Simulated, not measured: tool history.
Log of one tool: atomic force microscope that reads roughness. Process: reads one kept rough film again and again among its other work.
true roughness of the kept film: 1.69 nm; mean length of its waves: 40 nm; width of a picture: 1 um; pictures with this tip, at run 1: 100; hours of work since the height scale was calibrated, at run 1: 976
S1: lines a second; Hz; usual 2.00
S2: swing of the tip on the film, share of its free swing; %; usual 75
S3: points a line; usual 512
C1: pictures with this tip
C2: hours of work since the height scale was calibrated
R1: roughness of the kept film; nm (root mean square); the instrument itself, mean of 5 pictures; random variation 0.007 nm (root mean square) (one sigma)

{"run": 1, "hour": 0.0, "S1": 2.0, "S2": 75, "S3": 512, "C1": 100, "C2": 976, "R1": 1.369}
{"run": 2, "hour": 46.1, "S1": 2.0, "S2": 75, "S3": 512, "C1": 176, "C2": 1001, "R1": 1.334}
{"run": 3, "hour": 93.6, "S1": 2.0, "S2": 75, "S3": 512, "C1": 254, "C2": 1026, "R1": 1.304}
{"hour": 122.2, "done": "new tip fitted"}
{"run": 4, "hour": 145.1, "S1": 2.0, "S2": 75, "S3": 512, "C1": 37, "C2": 1053, "R1": 1.426}
{"run": 5, "hour": 173.5, "S1": 1.33, "S2": 75, "S3": 512, "C1": 84, "C2": 1068, "R1": 1.458}
{"run": 6, "hour": 195.8, "S1": 1.33, "S2": 75, "S3": 512, "C1": 121, "C2": 1080, "R1": 1.438}
{"run": 7, "hour": 232.5, "S1": 1.33, "S2": 75, "S3": 512, "C1": 182, "C2": 1099, "R1": 1.411}
{"hour": 235.9, "done": "height scale calibrated on a step standard"}
{"run": 8, "hour": 279.8, "S1": 0.69, "S2": 59, "S3": 694, "C1": 258, "C2": 23, "R1": 1.477}
{"hour": 306.0, "done": "new tip fitted"}
{"run": 9, "hour": 308.4, "S1": 1.77, "S2": 75, "S3": 714, "C1": 3, "C2": 38, "R1": 1.454}
{"run": 10, "hour": 341.0, "S1": 1.77, "S2": 75, "S3": 714, "C1": 57, "C2": 55, "R1": 1.437}
{"run": 11, "hour": 372.4, "S1": 1.77, "S2": 75, "S3": 714, "C1": 109, "C2": 72, "R1": 1.408}

5 ways to go on from here, each from the tool as it stands after run 11. What would each give?
{"run": "A", "hour": 415.6, "S1": 2.59, "S2": 86, "S3": 450, "C1": 181, "C2": 95, "R1": "?"}
{"run": "B", "hour": 415.6, "S1": 1.28, "S2": 75, "S3": 450, "C1": 181, "C2": 95, "R1": "?"}
{"run": "C", "hour": 415.6, "S1": 0.51, "S2": 69, "S3": 512, "C1": 181, "C2": 95, "R1": "?"}
{"run": "D", "hour": 415.6, "S1": 1.77, "S2": 72, "S3": 714, "C1": 181, "C2": 95, "R1": "?"}
{"run": "E", "hour": 415.6, "S1": 1.66, "S2": 83, "S3": 555, "C1": 181, "C2": 95, "R1": "?"}

run=A R1=1.173
run=B R1=1.409
run=C R1=1.502
run=D R1=1.390
run=E R1=1.321
Without the tool's hidden state the same runs would have given:
run=A R1=1.235
run=B R1=1.483
run=C R1=1.582
run=D R1=1.464
run=E R1=1.391
